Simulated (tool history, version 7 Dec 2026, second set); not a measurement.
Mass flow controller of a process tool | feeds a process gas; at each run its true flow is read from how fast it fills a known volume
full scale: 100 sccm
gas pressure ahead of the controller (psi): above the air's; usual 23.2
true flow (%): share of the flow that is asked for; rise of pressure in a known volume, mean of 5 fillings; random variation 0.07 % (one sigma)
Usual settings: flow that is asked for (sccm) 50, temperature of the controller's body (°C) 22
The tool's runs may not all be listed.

run,hour,flow that is asked for (sccm),gas pressure ahead of the controller (psi),temperature of the controller's body (°C),true flow (%)
1,0,50,23.2,22,101.27
2,202,50,23.2,22,101.27
3,399,50,23.2,22,101.12
4,613.5,31,23.2,22,100.51
5,746.3,50,23.2,22,101.18
6,1004.1,50,23.2,22,101.25
7,1127.1,50,23.2,22,101.36
8,1250.1,50,23.2,22,101.11
9,1511.4,50,23.2,22,101.28
10,1652.6,50,23.2,22,101.41
11,1911.1,50,38,22,101.7
12,2182.1,50,23.2,24,101.13
13,2406.9,50,23.2,22,101.37
14,2594.7,50,23.2,22,101.24
15,2833.9,50,23.2,22,101.36
16,3061.9,50,23.2,22,101.35
17,3216.3,50,23.2,22,101.4
18,3346.4,50,23.2,22,101.19
19,3579.2,15,23.2,22,97.57
20,3713.4,50,23.2,22,101.15
21,3988,50,23.5,22,101.16
22,4208.4,50,23.2,22,101.33
23,4435.1,50,23.2,22,101.25
24,4635.6,50,37.6,22,101.73
25,4830.3,50,37.6,22,101.65
26,4946.3,17,38.4,23,97.87
27,5211.4,17,35.1,23,97.67
28,5344.1,17,35.1,23,97.62
29,5554.7,14,28.3,36,94.92
# hour 5633.1: controller's zero set anew
30,5826.9,26,25.4,20,102.83
31,5982.3,57,29.4,22,103.45
32,6125.1,50,23.2,21,103.21
33,6368.4,50,28,35,102.12
34,6548.7,50,38.4,35,102.56
35,6793.7,50,23.2,22,103.08
36,7028.7,34,39.3,22,103.15
37,7177.1,98,26.7,22,104.08
38,7300.2,34,28.3,22,102.8
39,7513,12,36.3,22,101.58
40,7676.2,12,36.3,22,101.46
41,7891.5,43,20.5,22,103.01
42,8040.2,33,24.4,22,102.66
43,8221.8,17,39.3,22,101.95
44,8365.6,17,39.3,22,101.85
45,8507.8,62,24.5,29,103
46,8764.6,21,38.3,22,102.02
# hour 8867.8: controller exchanged for a calibrated one
47,8977.4,54,24.5,39,98.12
48,9171.7,64,24.5,24,99.61

Some steps in true flow (%) between neighbouring runs. How much of each would the tool show without its hidden state too (settings, what came in, random variation), and how much is left for the hidden state, with any gauge scatter that isn't in both results?
The hidden state here: flow at rest that the sensor doesn't see, % of full scale; true flow over the shown one, %; drift of the gauge itself on true_pct, %.
Run 18 -> 19: flow that is asked for (sccm) 50 -> 15. true flow (%) -3.62: hidden state -3.26, all else -0.36.
Run 25 -> 26: flow that is asked for (sccm) 50 -> 17, gas pressure ahead of the controller (psi) 37.6 -> 38.4, temperature of the controller's body (°C) 22 -> 23. true flow (%) -3.78: hidden state -3.31, all else -0.47.
Run 29 -> 30: flow that is asked for (sccm) 14 -> 26, gas pressure ahead of the controller (psi) 28.3 -> 25.4, temperature of the controller's body (°C) 36 -> 20, controller's zero set anew. true flow (%) +7.91: hidden state +6.55, all else +1.36.
Run 46 -> 47: flow that is asked for (sccm) 21 -> 54, gas pressure ahead of the controller (psi) 38.3 -> 24.5, temperature of the controller's body (°C) 22 -> 39, controller exchanged for a calibrated one. true flow (%) -3.9: hidden state -2.63, all else -1.27.
